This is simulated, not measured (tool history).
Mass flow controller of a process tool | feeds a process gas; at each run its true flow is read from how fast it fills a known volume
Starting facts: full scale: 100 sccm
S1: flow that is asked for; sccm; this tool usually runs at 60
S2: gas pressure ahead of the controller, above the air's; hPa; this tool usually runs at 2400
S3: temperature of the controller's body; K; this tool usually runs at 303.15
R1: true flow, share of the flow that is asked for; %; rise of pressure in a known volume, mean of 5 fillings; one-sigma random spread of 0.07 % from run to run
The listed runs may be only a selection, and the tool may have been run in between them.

Run 1, day 0: usual settings. Result: R1 100.78 %.
Run 2, day 13.342: usual settings but S3 295.15 K. Result: R1 100.25 %.
Run 3, day 34.625: usual settings but S2 1560 hPa. Result: R1 101.59 %.
Run 4, day 54.854: usual settings. Result: R1 101.25 %.
Run 5, day 74.904: usual settings but S3 311.15 K. Result: R1 101.99 %.
Run 6, day 88.058: usual settings but S3 311.15 K. Result: R1 102.26 %.
Run 7, day 107.146: usual settings but S3 311.15 K. Result: R1 102.53 %.
Run 8, day 124.458: usual settings but S1 10 sccm, S3 311.15 K. Result: R1 110.19 %.
Run 9, day 141.912: usual settings but S1 10 sccm, S3 311.15 K. Result: R1 111.27 %.
Run 10, day 159.262: usual settings but S1 10 sccm, S3 311.15 K. Result: R1 112.12 %.
Run 11, day 170: usual settings but S1 10 sccm, S3 311.15 K. Result: R1 112.6 %.
Run 12, day 187.346: usual settings but S1 10 sccm, S3 311.15 K. Result: R1 113.43 %.
Run 13, day 200.729: usual settings but S1 38 sccm. Result: R1 103.75 %.
Run 14, day 210.558: usual settings but S1 38 sccm. Result: R1 103.91 %.
Run 15, day 220.996: usual settings but S1 98 sccm. Result: R1 103.05 %.
Run 16, day 240.05: usual settings but S1 98 sccm, S3 307.15 K. Result: R1 101.77 %.
Run 17, day 250.329: usual settings. Result: R1 100.99 %.
Run 18, day 272.721: usual settings. Result: R1 101.22 %.
Run 19, day 295.675: usual settings. Result: R1 101.42 %.
Run 20, day 314.512: usual settings. Result: R1 101.69 %.
Run 21, day 324.754: usual settings but S1 22 sccm. Result: R1 102.48 %.
Run 22, day 336.996: usual settings but S1 87 sccm. Result: R1 99.96 %.
Run 23, day 360.688: usual settings but S1 87 sccm. Result: R1 100.38 %.
Run 24, day 381.95: usual settings but S1 91 sccm, S2 2320 hPa, S3 311.15 K. Result: R1 101.2 %.
Run 25, day 392.617: usual settings but S1 91 sccm, S2 2320 hPa, S3 311.15 K. Result: R1 101.29 %.
Run 26, day 405.8: usual settings but S1 27 sccm, S2 2320 hPa, S3 311.15 K. Result: R1 101.16 %.
Run 27, day 426.679: usual settings but S1 38 sccm, S2 2170 hPa, S3 294.15 K. Result: R1 100.06 %.
Run 28, day 441.933: usual settings but S1 38 sccm, S2 2170 hPa, S3 294.15 K. Result: R1 100.1 %.
Run 29, day 452.746: usual settings but S1 38 sccm, S2 2170 hPa, S3 294.15 K. Result: R1 100.33 %.
Run 30, day 469.017: usual settings but S1 38 sccm, S2 2170 hPa, S3 294.15 K. Result: R1 100.68 %.
Run 31, day 479.217: usual settings but S1 21 sccm, S2 2560 hPa, S3 307.15 K. Result: R1 102.8 %.
Run 32, day 495.517: usual settings but S1 24 sccm, S2 1660 hPa, S3 306.15 K. Result: R1 103.19 %.
Run 33, day 506.8: usual settings but S1 24 sccm, S2 1660 hPa, S3 306.15 K. Result: R1 103.5 %.
Run 34, day 522.954: usual settings but S1 76 sccm, S2 1610 hPa. Result: R1 102.07 %.
Run 35, day 543.517: usual settings but S1 76 sccm, S2 1610 hPa. Result: R1 102.37 %.
Run 36, day 561.254: usual settings but S2 1670 hPa, S3 304.15 K. Result: R1 102.55 %.
Run 37, day 572.417: usual settings but S2 1670 hPa, S3 304.15 K. Result: R1 102.73 %.
Run 38, day 587.671: usual settings but S1 90 sccm, S2 2380 hPa. Result: R1 102.35 %.
Run 39, day 610.792: usual settings but S2 1850 hPa, S3 297.15 K. Result: R1 102.43 %.
Run 40, day 630.904: usual settings but S1 51 sccm, S2 1560 hPa, S3 297.15 K. Result: R1 103.01 %.
Run 41, day 645.492: usual settings but S1 51 sccm, S2 1560 hPa, S3 297.15 K. Result: R1 103.14 %.
Run 42, day 664.412: usual settings but S1 46 sccm, S2 2740 hPa, S3 300.15 K. Result: R1 100.06 %.
Run 43, day 680.588: usual settings but S1 15 sccm, S2 2520 hPa, S3 302.15 K. Result: R1 100.55 %.
Run 44, day 695.688: usual settings but S1 62 sccm, S2 1650 hPa, S3 294.15 K. Result: R1 100.83 %.

Missing from the log above: 3 entries noted between runs. For each, name the pair of listed runs it sits between and say how the tool's hidden condition differs from the listed run just before to the listed run just after:
Runs 15 to 16: controller's zero set anew (day 226.521)
  flow at rest that the sensor doesn't see, % of full scale: 1.473 -> 0.076; true flow over the shown one, %: 1.26 -> 1.34
  measured result minus the result with no hidden state, R1: +2.77 -> +1.42 %
Runs 21 to 22: controller exchanged for a calibrated one (day 331.396)
  flow at rest that the sensor doesn't see, % of full scale: 0.468 -> 0.053; true flow over the shown one, %: 1.64 -> 0.11
  measured result minus the result with no hidden state, R1: +3.76 -> +0.17 %
Runs 41 to 42: controller's zero set anew (day 652.854)
  flow at rest that the sensor doesn't see, % of full scale: 1.452 -> 0.071; true flow over the shown one, %: 1.21 -> 1.27
  measured result minus the result with no hidden state, R1: +4.05 -> +1.43 %

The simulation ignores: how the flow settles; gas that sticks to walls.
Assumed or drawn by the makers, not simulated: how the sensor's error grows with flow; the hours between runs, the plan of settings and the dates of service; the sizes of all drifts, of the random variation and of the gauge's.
